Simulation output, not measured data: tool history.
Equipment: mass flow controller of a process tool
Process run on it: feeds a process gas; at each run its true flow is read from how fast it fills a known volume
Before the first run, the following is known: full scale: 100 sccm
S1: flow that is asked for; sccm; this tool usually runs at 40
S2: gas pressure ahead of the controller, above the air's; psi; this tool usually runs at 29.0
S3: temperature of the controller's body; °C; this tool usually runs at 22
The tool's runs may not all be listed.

run 1 day=0.000 | S1=40 S2=29.0 S3=22 | true_flow_(%)=98.50
run 2 day=10.700 | S1=12 S2=29.0 S3=22 | true_flow_(%)=97.85
run 3 day=17.988 | S1=13 S2=29.0 S3=22 | true_flow_(%)=97.96
run 4 day=28.800 | S1=13 S2=29.0 S3=22 | true_flow_(%)=97.86
run 5 day=37.996 | S1=13 S2=29.0 S3=22 | true_flow_(%)=97.91
run 6 day=45.800 | S1=13 S2=29.0 S3=22 | true_flow_(%)=97.98
run 7 day=50.567 | S1=13 S2=29.0 S3=22 | true_flow_(%)=97.90
run 8 day=55.050 | S1=13 S2=29.0 S3=22 | true_flow_(%)=97.89
run 9 day=65.504 | S1=13 S2=29.0 S3=21 | true_flow_(%)=97.96
run 10 day=72.388 | S1=13 S2=29.0 S3=21 | true_flow_(%)=97.85
run 11 day=82.192 | S1=13 S2=29.0 S3=21 | true_flow_(%)=97.85
run 12 day=87.300 | S1=17 S2=26.3 S3=26 | true_flow_(%)=98.42
run 13 day=93.729 | S1=17 S2=26.3 S3=26 | true_flow_(%)=98.33
run 14 day=101.625 | S1=17 S2=26.3 S3=26 | true_flow_(%)=98.47
run 15 day=106.671 | S1=16 S2=28.6 S3=33 | true_flow_(%)=98.68
run 16 day=112.021 | S1=16 S2=28.6 S3=33 | true_flow_(%)=98.84
run 17 day=122.262 | S1=72 S2=31.6 S3=31 | true_flow_(%)=99.65
run 18 day=129.775 | S1=72 S2=31.6 S3=31 | true_flow_(%)=99.62
run 19 day=140.554 | S1=68 S2=31.6 S3=31 | true_flow_(%)=99.55
run 20 day=150.138 | S1=52 S2=29.0 S3=32 | true_flow_(%)=99.25

Alternative continuations, all from the tool just after run 20; predict every row:
run A day=160.900 | S1=25 S2=25.2 S3=31 | true_flow_(%)=?
run B day=160.900 | S1=33 S2=34.7 S3=25 | true_flow_(%)=?
run C day=160.900 | S1=40 S2=21.8 S3=22 | true_flow_(%)=?

run=A true_flow_(%)=98.94
run=B true_flow_(%)=98.22
run=C true_flow_(%)=98.79
Had the tool no hidden state, the same runs would have come out as:
run=A true_flow_(%)=98.93
run=B true_flow_(%)=98.22
run=C true_flow_(%)=98.80
